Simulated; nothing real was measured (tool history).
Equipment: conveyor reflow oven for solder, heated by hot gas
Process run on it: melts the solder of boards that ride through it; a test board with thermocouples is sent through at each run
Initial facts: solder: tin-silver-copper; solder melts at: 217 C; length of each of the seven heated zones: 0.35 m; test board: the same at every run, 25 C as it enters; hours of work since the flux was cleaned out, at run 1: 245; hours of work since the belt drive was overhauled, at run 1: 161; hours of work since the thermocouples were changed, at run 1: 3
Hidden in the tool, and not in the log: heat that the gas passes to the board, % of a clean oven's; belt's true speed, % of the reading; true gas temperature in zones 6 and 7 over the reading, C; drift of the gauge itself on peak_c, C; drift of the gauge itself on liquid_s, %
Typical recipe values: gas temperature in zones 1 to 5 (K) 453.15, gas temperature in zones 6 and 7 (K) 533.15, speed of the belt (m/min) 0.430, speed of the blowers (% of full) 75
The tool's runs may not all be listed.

run,hour,gas temperature in zones 1 to 5 (K),gas temperature in zones 6 and 7 (K),speed of the belt (m/min),speed of the blowers (% of full),hours of work since the flux was cleaned out,hours of work since the belt drive was overhauled,hours of work since the thermocouples were changed,highest temperature of the board (K),time above the solder's melting point (s)
1,0.0,453.15,533.15,0.430,75,245,161,3,520.05,71.3
2,22.0,453.15,533.15,0.430,75,256,172,14,519.75,71.0
3,44.8,453.15,533.15,0.430,75,267,183,26,519.85,71.3
4,65.6,453.15,533.15,0.430,75,278,194,36,519.55,71.1
# hour 72.5: flux residue cleaned out of gas plates and filters
5,81.7,453.15,533.15,0.430,75,5,199,42,519.15,70.1
6,93.9,453.15,533.15,0.430,75,11,205,48,518.95,70.2
7,107.9,453.15,539.15,0.430,75,18,212,55,523.75,75.0
8,120.7,453.15,539.15,0.430,75,24,219,61,523.85,75.0
9,141.7,453.15,524.15,0.430,75,35,229,72,511.25,60.8
10,152.4,462.15,524.15,0.430,75,40,235,77,512.65,68.6
11,175.6,453.15,533.15,0.423,64,52,247,89,517.35,69.1
12,186.1,453.15,533.15,0.423,64,57,252,94,517.75,69.1

Below are 4 alternative next runs, each starting from the tool's condition after run 12. Predict each:
# hour 204.1: flux residue cleaned out of gas plates and filters, once more
A,207.7,463.15,533.15,0.447,64,2,260,103,?,?
# hour 204.1: flux residue cleaned out of gas plates and filters, once more
B,207.7,449.15,533.15,0.430,50,2,260,103,?,?
# hour 204.1: flux residue cleaned out of gas plates and filters, once more
C,207.7,456.15,533.15,0.418,75,2,260,103,?,?
# hour 204.1: flux residue cleaned out of gas plates and filters, once more
D,207.7,449.15,539.15,0.406,75,2,260,103,?,?

run,highest temperature of the board (K),time above the solder's melting point (s)
A,519.45,73.7
B,514.95,62.4
C,521.45,78.3
D,526.85,81.1
What these runs would have given with no unlogged condition in the tool:
run,highest temperature of the board (K),time above the solder's melting point (s)
A,519.75,73.3
B,515.25,62.1
C,521.85,77.9
D,527.25,80.6
